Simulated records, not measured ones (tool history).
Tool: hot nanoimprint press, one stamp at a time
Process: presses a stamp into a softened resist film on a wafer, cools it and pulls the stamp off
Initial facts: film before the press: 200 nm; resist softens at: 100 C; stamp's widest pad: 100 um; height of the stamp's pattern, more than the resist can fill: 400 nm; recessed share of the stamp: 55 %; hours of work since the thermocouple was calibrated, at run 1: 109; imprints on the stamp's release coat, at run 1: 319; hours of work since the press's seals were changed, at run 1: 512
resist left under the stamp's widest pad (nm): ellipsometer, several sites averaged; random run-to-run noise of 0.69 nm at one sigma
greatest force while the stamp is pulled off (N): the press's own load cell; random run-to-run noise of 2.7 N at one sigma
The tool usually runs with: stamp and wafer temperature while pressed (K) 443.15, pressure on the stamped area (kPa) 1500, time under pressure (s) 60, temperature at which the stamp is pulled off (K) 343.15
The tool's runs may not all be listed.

run     day  stamp and wafer temperature while pressed (K)  pressure on the stamped area (kPa)  time under pressure (s)  temperature at which the stamp is pulled off (K)  hours of work since the thermocouple was calibrated  imprints on the stamp's release coat  hours of work since the press's seals were changed  resist left under the stamp's widest pad (nm)  greatest force while the stamp is pulled off (N)
  1   0.000                                         443.15                                1500                       60                                            343.15                                                  109                                   319                                                 512                                           79.6                                               138
  2   3.842                                         444.15                                1500                       60                                            343.15                                                  167                                   588                                                 570                                           77.4                                               138
      6.488  -- stamp cleaned and given a new release coat
  3   8.050                                         444.15                                1500                       60                                            343.15                                                  227                                   109                                                 630                                           78.6                                               127
  4  10.383                                         444.15                                1500                       60                                            343.15                                                  262                                   273                                                 665                                           80.1                                               133
  5  14.721                                         434.15                                1500                       60                                            343.15                                                  327                                   576                                                 731                                          106.7                                               133
  6  16.483                                         434.15                                1500                       60                                            343.15                                                  354                                   700                                                 757                                          106.2                                               144
     17.600  -- stamp cleaned and given a new release coat
  7  20.592                                         443.15                                1500                       60                                            343.15                                                  412                                   210                                                 815                                           83.6                                               126
  8  24.492                                         443.15                                1500                       60                                            343.15                                                  471                                   482                                                 874                                           84.6                                               141
     27.262  -- press's hydraulic seals changed and the load cell set to zero
     28.271  -- plate thermocouple calibrated
     29.246  -- stamp cleaned and given a new release coat
  9  29.246                                         436.15                                1960                       88                                            343.15                                                   11                                     0                                                  24                                           72.0                                               124
 10  32.317                                         443.15                                1060                       99                                            349.15                                                   57                                   215                                                  71                                           81.5                                               115
 11  35.129                                         443.15                                1500                       78                                            346.15                                                  100                                   412                                                 113                                           72.4                                               130
 12  38.567                                         445.15                                1500                       62                                            343.15                                                  151                                   653                                                 165                                           74.4                                               140
     40.204  -- stamp cleaned and given a new release coat
 13  41.967                                         445.15                                1500                       62                                            343.15                                                  199                                   123                                                 212                                           74.9                                               126
 14  45.708                                         445.15                                1500                       62                                            343.15                                                  255                                   385                                                 269                                           77.0                                               138
 15  49.946                                         443.15                                2320                       33                                            328.15                                                  319                                   682                                                 332                                           78.1                                               173
     51.212  -- stamp cleaned and given a new release coat
 16  53.838                                         443.15                                2320                       33                                            328.15                                                  374                                   183                                                 387                                           78.7                                               161

Entry by entry between the runs, the difference in hidden state between the last listed run before and the first listed run after:
Runs 2 to 3: stamp cleaned and given a new release coat (day 6.488)
  true temperature over the reading, C: -0.48 -> -0.67; pressure that arrives at the usual setting, %: 97.99 -> 97.74; grip of the stamp's worn release coat, % over a new coat's: 11.7 -> 2.2
  what was measured, less what the result would be without the hidden state, resist left under the stamp's widest pad (nm): +1.9 -> +2.4; greatest force while the stamp is pulled off (N): +15 -> +4
Runs 6 to 7: stamp cleaned and given a new release coat (day 17.600)
  true temperature over the reading, C: -1.09 -> -1.28; pressure that arrives at the usual setting, %: 97.22 -> 96.97; grip of the stamp's worn release coat, % over a new coat's: 14 -> 4.2
  what was measured, less what the result would be without the hidden state, resist left under the stamp's widest pad (nm): +4.7 -> +4.2; greatest force while the stamp is pulled off (N): +20 -> +7
Runs 8 to 9: press's hydraulic seals changed and the load cell set to zero (day 27.262); plate thermocouple calibrated (day 28.271); stamp cleaned and given a new release coat (day 29.246)
  true temperature over the reading, C: -1.46 -> 0.17; pressure that arrives at the usual setting, %: 96.71 -> 99.75; grip of the stamp's worn release coat, % over a new coat's: 9.6 -> 0
  what was measured, less what the result would be without the hidden state, resist left under the stamp's widest pad (nm): +4.8 -> -0.3; greatest force while the stamp is pulled off (N): +15 -> +0
Runs 12 to 13: stamp cleaned and given a new release coat (day 40.204)
  true temperature over the reading, C: -0.29 -> -0.45; pressure that arrives at the usual setting, %: 99.16 -> 98.98; grip of the stamp's worn release coat, % over a new coat's: 13 -> 2.4
  what was measured, less what the result would be without the hidden state, resist left under the stamp's widest pad (nm): +1.0 -> +1.3; greatest force while the stamp is pulled off (N): +16 -> +4
Runs 15 to 16: stamp cleaned and given a new release coat (day 51.212)
  true temperature over the reading, C: -0.83 -> -1.01; pressure that arrives at the usual setting, %: 98.48 -> 98.26; grip of the stamp's worn release coat, % over a new coat's: 13.6 -> 3.6
  what was measured, less what the result would be without the hidden state, resist left under the stamp's widest pad (nm): +2.9 -> +3.4; greatest force while the stamp is pulled off (N): +22 -> +8

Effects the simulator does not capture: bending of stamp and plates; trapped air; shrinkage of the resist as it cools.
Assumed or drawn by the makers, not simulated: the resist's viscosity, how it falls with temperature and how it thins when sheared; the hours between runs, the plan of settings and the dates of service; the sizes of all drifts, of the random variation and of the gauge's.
